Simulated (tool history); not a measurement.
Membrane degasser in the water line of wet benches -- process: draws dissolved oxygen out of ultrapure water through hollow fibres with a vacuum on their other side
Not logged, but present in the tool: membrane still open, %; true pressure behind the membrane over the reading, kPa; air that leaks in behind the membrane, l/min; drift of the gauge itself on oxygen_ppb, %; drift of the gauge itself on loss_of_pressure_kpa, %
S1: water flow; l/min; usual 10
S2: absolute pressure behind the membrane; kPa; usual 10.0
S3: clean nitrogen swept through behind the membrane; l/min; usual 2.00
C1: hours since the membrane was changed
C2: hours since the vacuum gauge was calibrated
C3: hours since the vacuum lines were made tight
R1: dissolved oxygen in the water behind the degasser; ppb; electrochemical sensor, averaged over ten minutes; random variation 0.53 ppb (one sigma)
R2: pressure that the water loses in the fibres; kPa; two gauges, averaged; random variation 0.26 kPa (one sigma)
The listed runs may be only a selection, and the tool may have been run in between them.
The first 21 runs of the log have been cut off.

| run | day | S1 | S2 | S3 | C1 | C2 | C3 | R1 | R2 |
|---|---|---|---|---|---|---|---|---|---|
| 22 | 92.592 | 9 | 11.9 | 1.59 | 3626 | 2570 | 4170 | 128.6 | 64.25 |
| 23 | 95.625 | 6 | 16.7 | 2.00 | 3699 | 2642 | 4243 | 108.2 | 43.65 |
| 24 | 100.254 | 6 | 8.8 | 4.74 | 3810 | 2754 | 4354 | 20.0 | 43.21 |
| 25 | 104.300 | 11 | 16.6 | 0.99 | 3907 | 2851 | 4451 | 361.0 | 78.76 |
| 26 | 107.479 | 11 | 20.5 | 0.99 | 3983 | 2927 | 4528 | 456.1 | 79.25 |
| 27 | 112.488 | 10 | 6.1 | 1.46 | 4104 | 3047 | 4648 | 58.9 | 71.79 |
| 28 | 115.367 | 10 | 16.3 | 2.00 | 4173 | 3116 | 4717 | 172.0 | 71.85 |
| 29 | 119.629 | 10 | 16.3 | 2.00 | 4275 | 3219 | 4819 | 172.6 | 71.78 |
| 30 | 125.221 | 14 | 10.0 | 2.00 | 4409 | 3353 | 4953 | 141.6 | 101.20 |
| 31 | 130.604 | 10 | 8.6 | 2.00 | 4538 | 3482 | 5083 | 77.2 | 72.29 |

Forecast each of these 4 alternatives for the next run:
| A | 135.842 | 15 | 8.6 | 2.00 | 4664 | 3608 | 5208 | ? | ? |
| B | 135.842 | 15 | 10.4 | 0.86 | 4664 | 3608 | 5208 | ? | ? |
| C | 135.842 | 8 | 24.7 | 2.00 | 4664 | 3608 | 5208 | ? | ? |
| D | 135.842 | 10 | 16.3 | 1.34 | 4664 | 3608 | 5208 | ? | ? |

| run | R1 | R2 |
|---|---|---|
| A | 128.7 | 108.25 |
| B | 310.2 | 108.46 |
| C | 226.0 | 57.85 |
| D | 248.3 | 72.24 |
What these runs would have given with no unlogged condition in the tool:
| run | R1 | R2 |
|---|---|---|
| A | 119.0 | 104.70 |
| B | 296.1 | 104.91 |
| C | 211.4 | 55.96 |
| D | 234.9 | 69.87 |
